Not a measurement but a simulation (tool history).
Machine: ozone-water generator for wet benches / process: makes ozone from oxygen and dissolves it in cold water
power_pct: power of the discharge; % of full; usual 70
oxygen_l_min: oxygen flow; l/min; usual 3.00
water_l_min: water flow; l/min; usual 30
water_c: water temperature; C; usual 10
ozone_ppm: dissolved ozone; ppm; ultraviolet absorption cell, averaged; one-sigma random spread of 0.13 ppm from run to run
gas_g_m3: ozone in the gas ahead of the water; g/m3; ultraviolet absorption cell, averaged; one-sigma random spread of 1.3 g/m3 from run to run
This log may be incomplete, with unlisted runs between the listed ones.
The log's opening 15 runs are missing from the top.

run	day	power_pct	oxygen_l_min	water_l_min	water_c	ozone_ppm	gas_g_m3
16	65.412	70	3.00	30	10	12.9	235.0
17	69.383	71	4.30	18	10	24.5	207.7
18	74.446	71	4.30	18	10	24.8	206.5
19	80.129	65	3.61	24	10	16.6	203.4
20	85.200	65	3.22	24	10	16.0	214.5
21	90.867	65	3.22	24	10	16.2	215.1
22	95.012	43	4.39	42	7	6.5	129.3
23	98.412	78	4.39	33	7	15.1	222.0
24	101.021	78	4.39	33	7	15.1	224.1
# day 104.058: water thermometer calibrated
25	104.267	70	3.65	30	9	14.0	218.1
26	106.725	63	3.28	30	9	12.2	206.4
27	109.762	63	2.54	30	14	10.7	231.4
28	114.033	63	2.54	30	14	10.6	229.0

Run 29 has not been measured yet. What should we expect?
29	119.750	55	3.00	39	10	?	?

ozone_ppm: 7.8 ppm
gas_g_m3: 190.6 g/m3
Had the tool carried no hidden state, the very same run would have given ozone_ppm 7.8 ppm, gas_g_m3 186.7 g/m3.
